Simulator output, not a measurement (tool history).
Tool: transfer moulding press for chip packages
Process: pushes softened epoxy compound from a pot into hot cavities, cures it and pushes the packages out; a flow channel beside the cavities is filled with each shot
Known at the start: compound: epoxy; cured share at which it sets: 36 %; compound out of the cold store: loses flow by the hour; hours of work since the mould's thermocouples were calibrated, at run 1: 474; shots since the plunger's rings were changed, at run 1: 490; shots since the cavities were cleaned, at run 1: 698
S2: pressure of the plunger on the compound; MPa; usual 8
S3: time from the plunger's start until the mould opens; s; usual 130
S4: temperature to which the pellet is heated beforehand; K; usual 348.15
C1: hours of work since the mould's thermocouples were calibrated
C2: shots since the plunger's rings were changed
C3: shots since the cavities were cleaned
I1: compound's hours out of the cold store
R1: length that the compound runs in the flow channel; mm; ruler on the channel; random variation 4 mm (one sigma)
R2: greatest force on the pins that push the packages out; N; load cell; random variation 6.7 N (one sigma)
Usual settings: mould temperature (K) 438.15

run 1 day=0 | mould_temperature_(K)=438.15 S2=8 S3=130 S4=348.15 | C1=474 C2=490 C3=698 | I1=26.6 | R1=741 R2=396
-- day=0.571 mould's thermocouples calibrated
-- day=0.712 cavities cleaned with cleaning compound and waxed
run 2 day=1.079 | mould_temperature_(K)=438.15 S2=8 S3=130 S4=351.15 | C1=8 C2=733 C3=95 | I1=44.1 | R1=719 R2=281
run 3 day=1.975 | mould_temperature_(K)=438.15 S2=8 S3=130 S4=351.15 | C1=23 C2=967 C3=329 | I1=43.5 | R1=713 R2=330
run 4 day=2.546 | mould_temperature_(K)=438.15 S2=8 S3=130 S4=351.15 | C1=33 C2=1117 C3=479 | I1=21.4 | R1=743 R2=359
run 5 day=3.358 | mould_temperature_(K)=438.15 S2=8 S3=130 S4=354.15 | C1=47 C2=1328 C3=690 | I1=39.2 | R1=723 R2=351
-- day=3.988 cavities cleaned with cleaning compound and waxed
run 6 day=4.071 | mould_temperature_(K)=445.15 S2=8 S3=130 S4=348.15 | C1=58 C2=1498 C3=21 | I1=11.2 | R1=743 R2=229
run 7 day=4.829 | mould_temperature_(K)=438.15 S2=8 S3=130 S4=348.15 | C1=71 C2=1697 C3=220 | I1=37.7 | R1=715 R2=304
run 8 day=5.854 | mould_temperature_(K)=438.15 S2=8 S3=130 S4=348.15 | C1=89 C2=1965 C3=488 | I1=40.6 | R1=711 R2=338
run 9 day=6.546 | mould_temperature_(K)=438.15 S2=8 S3=147 S4=348.15 | C1=100 C2=2146 C3=669 | I1=36.3 | R1=716 R2=334
-- day=7.25 cavities cleaned with cleaning compound and waxed
run 10 day=7.296 | mould_temperature_(K)=438.15 S2=8 S3=147 S4=348.15 | C1=112 C2=2325 C3=12 | I1=44.3 | R1=695 R2=249
run 11 day=8.438 | mould_temperature_(K)=438.15 S2=8 S3=147 S4=345.15 | C1=132 C2=2623 C3=310 | I1=32.7 | R1=708 R2=291
run 12 day=9.262 | mould_temperature_(K)=438.15 S2=6.45 S3=128 S4=349.15 | C1=146 C2=2839 C3=526 | I1=30.7 | R1=647 R2=378
run 13 day=10.212 | mould_temperature_(K)=438.15 S2=6.45 S3=128 S4=349.15 | C1=162 C2=3087 C3=774 | I1=36.1 | R1=645 R2=380
-- day=10.517 cavities cleaned with cleaning compound and waxed
run 14 day=11.292 | mould_temperature_(K)=444.15 S2=8 S3=130 S4=348.15 | C1=180 C2=3352 C3=202 | I1=37.3 | R1=689 R2=262
run 15 day=12.221 | mould_temperature_(K)=444.15 S2=8 S3=160 S4=348.15 | C1=196 C2=3595 C3=445 | I1=27.6 | R1=705 R2=283
run 16 day=13.133 | mould_temperature_(K)=444.15 S2=8 S3=160 S4=348.15 | C1=211 C2=3834 C3=684 | I1=39.4 | R1=689 R2=308
-- day=13.792 cavities cleaned with cleaning compound and waxed
run 17 day=14.079 | mould_temperature_(K)=444.15 S2=7.46 S3=112 S4=348.15 | C1=226 C2=4065 C3=76 | I1=27.5 | R1=676 R2=285
run 18 day=14.783 | mould_temperature_(K)=439.15 S2=8 S3=130 S4=348.15 | C1=239 C2=4248 C3=259 | I1=43.9 | R1=680 R2=304
run 19 day=15.842 | mould_temperature_(K)=438.15 S2=8 S3=150 S4=346.15 | C1=257 C2=4525 C3=536 | I1=23.2 | R1=723 R2=317
-- day=16.438 plunger's sealing rings changed
run 20 day=16.5 | mould_temperature_(K)=438.15 S2=8 S3=155 S4=348.15 | C1=266 C2=17 C3=681 | I1=13 | R1=775 R2=320
-- day=17.212 cavities cleaned with cleaning compound and waxed
run 21 day=17.35 | mould_temperature_(K)=439.15 S2=6.03 S3=155 S4=348.15 | C1=280 C2=222 C3=36 | I1=37.6 | R1=625 R2=233
run 22 day=18.096 | mould_temperature_(K)=438.15 S2=6.48 S3=133 S4=348.15 | C1=293 C2=417 C3=231 | I1=10.3 | R1=694 R2=324

Forecast each of these 3 alternatives for the next run:
run A day=19.208 | mould_temperature_(K)=438.15 S2=8 S3=137 S4=353.15 | C1=312 C2=707 C3=521 | I1=47.3 | R1=? R2=?
run B day=19.208 | mould_temperature_(K)=438.15 S2=7.08 S3=135 S4=354.15 | C1=312 C2=707 C3=521 | I1=31.7 | R1=? R2=?
run C day=19.208 | mould_temperature_(K)=438.15 S2=6.48 S3=129 S4=348.15 | C1=312 C2=707 C3=521 | I1=14.2 | R1=? R2=?

run=A R1=705 R2=338
run=B R1=685 R2=335
run=C R1=688 R2=369
Without the tool's hidden state the same runs would have given:
run=A R1=708 R2=255
run=B R1=688 R2=251
run=C R1=691 R2=276
